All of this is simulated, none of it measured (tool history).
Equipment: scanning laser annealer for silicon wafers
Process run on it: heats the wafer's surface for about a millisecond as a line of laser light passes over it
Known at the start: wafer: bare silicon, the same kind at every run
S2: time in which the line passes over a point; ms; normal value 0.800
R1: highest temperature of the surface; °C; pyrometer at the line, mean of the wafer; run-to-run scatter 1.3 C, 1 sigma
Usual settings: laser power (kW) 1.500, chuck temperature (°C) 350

{"run": 1, "hour": 0.0, "laser power (kW)": 1.5, "S2": 0.8, "chuck temperature (°C)": 350, "R1": 1089}
{"run": 2, "hour": 5.4, "laser power (kW)": 1.5, "S2": 0.8, "chuck temperature (°C)": 328, "R1": 1067}
{"run": 3, "hour": 10.3, "laser power (kW)": 1.5, "S2": 0.738, "chuck temperature (°C)": 350, "R1": 1058}
{"run": 4, "hour": 17.1, "laser power (kW)": 1.5, "S2": 0.738, "chuck temperature (°C)": 350, "R1": 1058}
{"run": 5, "hour": 26.5, "laser power (kW)": 1.5, "S2": 0.738, "chuck temperature (°C)": 350, "R1": 1058}
{"run": 6, "hour": 36.2, "laser power (kW)": 1.5, "S2": 0.8, "chuck temperature (°C)": 338, "R1": 1076}
{"run": 7, "hour": 41.7, "laser power (kW)": 1.5, "S2": 0.605, "chuck temperature (°C)": 350, "R1": 986}
{"run": 8, "hour": 46.7, "laser power (kW)": 1.5, "S2": 0.967, "chuck temperature (°C)": 350, "R1": 1169}
{"run": 9, "hour": 55.9, "laser power (kW)": 1.5, "S2": 0.967, "chuck temperature (°C)": 350, "R1": 1167}
{"run": 10, "hour": 60.1, "laser power (kW)": 1.5, "S2": 0.967, "chuck temperature (°C)": 350, "R1": 1167}
{"run": 11, "hour": 68.6, "laser power (kW)": 1.29, "S2": 0.8, "chuck temperature (°C)": 350, "R1": 984}
{"run": 12, "hour": 77.7, "laser power (kW)": 1.29, "S2": 0.8, "chuck temperature (°C)": 350, "R1": 980}
{"run": 13, "hour": 82.4, "laser power (kW)": 1.5, "S2": 0.8, "chuck temperature (°C)": 350, "R1": 1091}
{"run": 14, "hour": 89.1, "laser power (kW)": 1.5, "S2": 0.8, "chuck temperature (°C)": 350, "R1": 1092}
{"run": 15, "hour": 97.6, "laser power (kW)": 1.5, "S2": 0.8, "chuck temperature (°C)": 350, "R1": 1089}
{"run": 16, "hour": 107.6, "laser power (kW)": 1.5, "S2": 0.8, "chuck temperature (°C)": 350, "R1": 1093}
{"run": 17, "hour": 116.1, "laser power (kW)": 1.5, "S2": 0.8, "chuck temperature (°C)": 350, "R1": 1088}
{"run": 18, "hour": 122.2, "laser power (kW)": 1.5, "S2": 0.8, "chuck temperature (°C)": 360, "R1": 1100}
{"run": 19, "hour": 127.1, "laser power (kW)": 1.5, "S2": 0.8, "chuck temperature (°C)": 350, "R1": 1090}
{"run": 20, "hour": 135.2, "laser power (kW)": 1.5, "S2": 0.8, "chuck temperature (°C)": 350, "R1": 1088}
{"run": 21, "hour": 143.5, "laser power (kW)": 1.5, "S2": 0.8, "chuck temperature (°C)": 350, "R1": 1088}
{"run": 22, "hour": 150.1, "laser power (kW)": 1.5, "S2": 0.8, "chuck temperature (°C)": 390, "R1": 1128}
{"run": 23, "hour": 155.0, "laser power (kW)": 1.5, "S2": 0.852, "chuck temperature (°C)": 350, "R1": 1117}
{"run": 24, "hour": 163.1, "laser power (kW)": 1.58, "S2": 0.8, "chuck temperature (°C)": 350, "R1": 1132}
{"run": 25, "hour": 169.2, "laser power (kW)": 1.58, "S2": 0.8, "chuck temperature (°C)": 350, "R1": 1131}
{"run": 26, "hour": 176.8, "laser power (kW)": 1.365, "S2": 0.8, "chuck temperature (°C)": 380, "R1": 1048}
{"run": 27, "hour": 186.5, "laser power (kW)": 1.365, "S2": 0.8, "chuck temperature (°C)": 370, "R1": 1040}
{"run": 28, "hour": 196.9, "laser power (kW)": 1.411, "S2": 0.732, "chuck temperature (°C)": 335, "R1": 994}
{"run": 29, "hour": 207.2, "laser power (kW)": 1.587, "S2": 0.651, "chuck temperature (°C)": 323, "R1": 1028}
{"run": 30, "hour": 215.2, "laser power (kW)": 1.346, "S2": 0.705, "chuck temperature (°C)": 387, "R1": 1004}
{"run": 31, "hour": 225.0, "laser power (kW)": 1.33, "S2": 0.897, "chuck temperature (°C)": 312, "R1": 1006}
{"run": 32, "hour": 234.1, "laser power (kW)": 1.624, "S2": 0.955, "chuck temperature (°C)": 312, "R1": 1197}
{"run": 33, "hour": 244.4, "laser power (kW)": 1.393, "S2": 0.955, "chuck temperature (°C)": 386, "R1": 1139}
{"run": 34, "hour": 250.9, "laser power (kW)": 1.393, "S2": 0.955, "chuck temperature (°C)": 386, "R1": 1134}
{"run": 35, "hour": 259.0, "laser power (kW)": 1.393, "S2": 0.955, "chuck temperature (°C)": 386, "R1": 1139}
{"run": 36, "hour": 268.3, "laser power (kW)": 1.465, "S2": 0.615, "chuck temperature (°C)": 376, "R1": 1003}
{"run": 37, "hour": 276.4, "laser power (kW)": 1.465, "S2": 0.583, "chuck temperature (°C)": 389, "R1": 999}

Measured less the same run without the tool's hidden state. The same run-to-run variation is in both; the gauge's scatter may not be:
What the log doesn't record here: light that passes the window, % of a clean one's; laser's true power over the reading, %; width of the line over the set one, %; drift of the gauge itself on peak_c, C.
run=1 R1=-2
run=2 R1=-2
run=3 R1=-2
run=4 R1=-2
run=5 R1=-2
run=6 R1=-2
run=7 R1=-2
run=8 R1=-2
run=9 R1=-2
run=10 R1=-2
run=11 R1=-1
run=12 R1=-2
run=13 R1=-2
run=14 R1=-2
run=15 R1=-2
run=16 R1=-2
run=17 R1=-2
run=18 R1=-2
run=19 R1=-2
run=20 R1=-2
run=21 R1=-2
run=22 R1=-3
run=23 R1=-2
run=24 R1=-2
run=25 R1=-2
run=26 R1=-2
run=27 R1=-2
run=28 R1=-2
run=29 R1=-2
run=30 R1=-2
run=31 R1=-2
run=32 R1=-2
run=33 R1=-2
run=34 R1=-3
run=35 R1=-2
run=36 R1=-2
run=37 R1=-2
